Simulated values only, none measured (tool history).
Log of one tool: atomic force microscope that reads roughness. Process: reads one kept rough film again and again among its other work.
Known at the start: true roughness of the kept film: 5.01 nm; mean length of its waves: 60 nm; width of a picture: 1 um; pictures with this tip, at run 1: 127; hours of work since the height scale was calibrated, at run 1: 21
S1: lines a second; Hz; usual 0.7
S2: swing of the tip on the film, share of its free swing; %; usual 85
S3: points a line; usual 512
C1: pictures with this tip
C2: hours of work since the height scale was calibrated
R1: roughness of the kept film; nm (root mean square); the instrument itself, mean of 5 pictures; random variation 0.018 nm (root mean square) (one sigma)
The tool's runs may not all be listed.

| run | hour | S1 | S2 | S3 | C1 | C2 | R1 |
|---|---|---|---|---|---|---|---|
| 1 | 0 | 0.7 | 85 | 512 | 127 | 21 | 4.323 |
| 2 | 27.4 | 0.7 | 85 | 512 | 164 | 36 | 4.249 |
| 3 | 47.3 | 0.7 | 85 | 512 | 191 | 47 | 4.188 |
| 4 | 85.3 | 3.431 | 85 | 512 | 243 | 68 | 3.398 |
| 5 | 116 | 3.431 | 85 | 512 | 284 | 85 | 3.312 |
| 6 | 133.5 | 0.7 | 64 | 512 | 308 | 95 | 4.175 |
| 7 | 157 | 0.7 | 82 | 512 | 340 | 108 | 3.994 |
| 8 | 183.9 | 0.7 | 57 | 512 | 376 | 123 | 4.095 |
|  | 187.8 | new tip fitted |
| 9 | 206.7 | 2.83 | 57 | 512 | 25 | 135 | 4.482 |
| 10 | 231.7 | 0.7 | 72 | 512 | 59 | 149 | 4.478 |
| 11 | 248.9 | 0.7 | 72 | 512 | 82 | 159 | 4.444 |
| 12 | 288.9 | 0.7 | 72 | 512 | 136 | 181 | 4.366 |
| 13 | 313 | 0.7 | 72 | 512 | 169 | 195 | 4.311 |
| 14 | 336.1 | 0.936 | 75 | 663 | 200 | 208 | 4.16 |
| 15 | 359.8 | 0.7 | 85 | 783 | 232 | 221 | 4.074 |
| 16 | 401.1 | 0.7 | 85 | 783 | 288 | 244 | 3.978 |
| 17 | 423.5 | 0.7 | 85 | 783 | 319 | 256 | 3.925 |
| 18 | 455.7 | 3.443 | 77 | 808 | 362 | 274 | 3.423 |
|  | 472.1 | new tip fitted |
| 19 | 490.9 | 3.443 | 76 | 294 | 25 | 293 | 3.945 |
| 20 | 518.7 | 3.099 | 71 | 737 | 63 | 309 | 4.135 |

Hidden state at the last listed run before each entry between runs and at the first one after, where it differs:
Between runs 8 and 9: new tip fitted (hour 187.8)
  radius of the tip, nm: 38.3 -> 12.9; height scale over the true one, %: 0.1 -> 0.11
  measured less the result without the state, R1: -0.598 -> -0.063 nm (root mean square)
Between runs 18 and 19: new tip fitted (hour 472.1)
  radius of the tip, nm: 40.5 -> 12.5; height scale over the true one, %: 0.27 -> 0.29
  measured less the result without the state, R1: -0.534 -> -0.04 nm (root mean square)

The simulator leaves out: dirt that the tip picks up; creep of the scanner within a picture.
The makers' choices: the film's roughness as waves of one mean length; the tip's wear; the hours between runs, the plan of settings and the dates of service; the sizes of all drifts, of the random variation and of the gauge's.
